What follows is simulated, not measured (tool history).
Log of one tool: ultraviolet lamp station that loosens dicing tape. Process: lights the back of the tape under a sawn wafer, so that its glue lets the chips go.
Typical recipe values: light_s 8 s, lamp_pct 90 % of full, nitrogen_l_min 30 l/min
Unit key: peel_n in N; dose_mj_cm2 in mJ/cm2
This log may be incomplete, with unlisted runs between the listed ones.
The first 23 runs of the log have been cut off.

run	hour	light_s	lamp_pct	nitrogen_l_min	peel_n	dose_mj_cm2
24	1680.7	8	97	44	0.264	711
25	1723.4	7	83	30	0.657	536
26	1773.6	7	83	30	0.645	534
27	1835.1	7	83	30	0.629	532
# hour 1908.5: window cleaned of glue's vapour
28	1908.5	6	90	30	0.747	494
29	2000.4	6	90	30	0.75	497
30	2095.7	6	90	30	0.769	494
31	2164.9	8	99	13	0.759	719

Below are 4 alternative next runs, each starting from the tool's condition after run 31. Predict each:
A	2262.1	8	99	28	?	?
B	2262.1	8	90	29	?	?
C	2262.1	4	67	13	?	?
D	2262.1	5	84	58	?	?

run	peel_n	dose_mj_cm2
A	0.351	724
B	0.398	659
C	4.188	241
D	0.77	383
What these runs would have given with no unlogged condition in the tool:
run	peel_n	dose_mj_cm2
A	0.349	726
B	0.395	661
C	4.175	242
D	0.765	385
